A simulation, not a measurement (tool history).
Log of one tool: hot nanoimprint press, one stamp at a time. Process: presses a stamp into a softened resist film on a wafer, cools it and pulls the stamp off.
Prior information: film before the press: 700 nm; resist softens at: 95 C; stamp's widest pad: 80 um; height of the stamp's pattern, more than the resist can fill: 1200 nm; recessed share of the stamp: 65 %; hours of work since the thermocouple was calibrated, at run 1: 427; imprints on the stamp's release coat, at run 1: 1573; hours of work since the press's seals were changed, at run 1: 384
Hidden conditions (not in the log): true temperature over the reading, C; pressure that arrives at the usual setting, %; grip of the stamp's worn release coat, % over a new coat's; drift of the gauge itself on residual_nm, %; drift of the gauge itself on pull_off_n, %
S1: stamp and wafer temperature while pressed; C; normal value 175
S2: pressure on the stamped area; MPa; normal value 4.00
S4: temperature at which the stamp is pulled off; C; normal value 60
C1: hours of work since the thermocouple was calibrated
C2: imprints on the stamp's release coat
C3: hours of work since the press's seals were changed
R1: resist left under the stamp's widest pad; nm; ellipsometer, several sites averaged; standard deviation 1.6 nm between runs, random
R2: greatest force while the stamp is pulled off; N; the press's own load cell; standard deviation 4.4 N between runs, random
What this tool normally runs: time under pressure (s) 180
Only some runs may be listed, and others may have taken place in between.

run 1 hour=0.0 | S1=175 S2=4.00 time_under_pressure_(s)=180 S4=60 | C1=427 C2=1573 C3=384 | R1=391.0 R2=220
run 2 hour=10.1 | S1=175 S2=4.00 time_under_pressure_(s)=180 S4=60 | C1=434 C2=1608 C3=391 | R1=390.5 R2=226
run 3 hour=18.3 | S1=175 S2=4.00 time_under_pressure_(s)=180 S4=47 | C1=441 C2=1636 C3=398 | R1=391.2 R2=306
run 4 hour=23.9 | S1=175 S2=4.00 time_under_pressure_(s)=180 S4=60 | C1=445 C2=1656 C3=402 | R1=392.0 R2=211
run 5 hour=30.4 | S1=175 S2=4.00 time_under_pressure_(s)=180 S4=49 | C1=450 C2=1678 C3=407 | R1=390.1 R2=285
run 6 hour=41.9 | S1=175 S2=4.00 time_under_pressure_(s)=180 S4=49 | C1=459 C2=1718 C3=416 | R1=388.0 R2=296
run 7 hour=52.5 | S1=175 S2=4.00 time_under_pressure_(s)=180 S4=49 | C1=468 C2=1755 C3=424 | R1=391.9 R2=286
run 8 hour=60.1 | S1=175 S2=4.00 time_under_pressure_(s)=180 S4=49 | C1=473 C2=1781 C3=430 | R1=391.0 R2=288
run 9 hour=65.3 | S1=175 S2=4.00 time_under_pressure_(s)=180 S4=49 | C1=477 C2=1799 C3=434 | R1=394.2 R2=289
run 10 hour=74.4 | S1=175 S2=4.00 time_under_pressure_(s)=180 S4=60 | C1=485 C2=1831 C3=442 | R1=388.6 R2=219
run 11 hour=86.2 | S1=175 S2=4.00 time_under_pressure_(s)=180 S4=60 | C1=494 C2=1872 C3=451 | R1=389.2 R2=216
run 12 hour=94.9 | S1=175 S2=2.77 time_under_pressure_(s)=180 S4=60 | C1=501 C2=1902 C3=457 | R1=439.9 R2=216
run 13 hour=105.5 | S1=175 S2=4.00 time_under_pressure_(s)=257 S4=60 | C1=509 C2=1939 C3=466 | R1=343.3 R2=220
-- hour=111.0 plate thermocouple calibrated
run 14 hour=117.1 | S1=175 S2=4.00 time_under_pressure_(s)=257 S4=60 | C1=5 C2=1968 C3=472 | R1=344.1 R2=220
run 15 hour=123.0 | S1=175 S2=4.00 time_under_pressure_(s)=257 S4=60 | C1=9 C2=1989 C3=477 | R1=342.9 R2=219
run 16 hour=135.3 | S1=175 S2=4.00 time_under_pressure_(s)=257 S4=60 | C1=19 C2=2031 C3=487 | R1=341.5 R2=230
run 17 hour=147.3 | S1=175 S2=4.00 time_under_pressure_(s)=257 S4=68 | C1=28 C2=2073 C3=496 | R1=342.5 R2=165
run 18 hour=152.8 | S1=175 S2=4.00 time_under_pressure_(s)=257 S4=68 | C1=33 C2=2092 C3=500 | R1=342.8 R2=163
run 19 hour=162.8 | S1=175 S2=4.00 time_under_pressure_(s)=257 S4=68 | C1=40 C2=2127 C3=508 | R1=340.5 R2=169
run 20 hour=168.5 | S1=171 S2=4.00 time_under_pressure_(s)=257 S4=68 | C1=45 C2=2146 C3=512 | R1=405.6 R2=169

Run 21 has not been measured yet. What should we expect?
run 21 hour=178.5 | S1=178 S2=2.66 time_under_pressure_(s)=105 S4=53 | C1=53 C2=2181 C3=520 | R1=? R2=?

{"run 21": {"R1": 470.3, "R2": 261}}
Minus the tool's unlogged condition, the same run would have read R1 470.0 nm, R2 257 N.
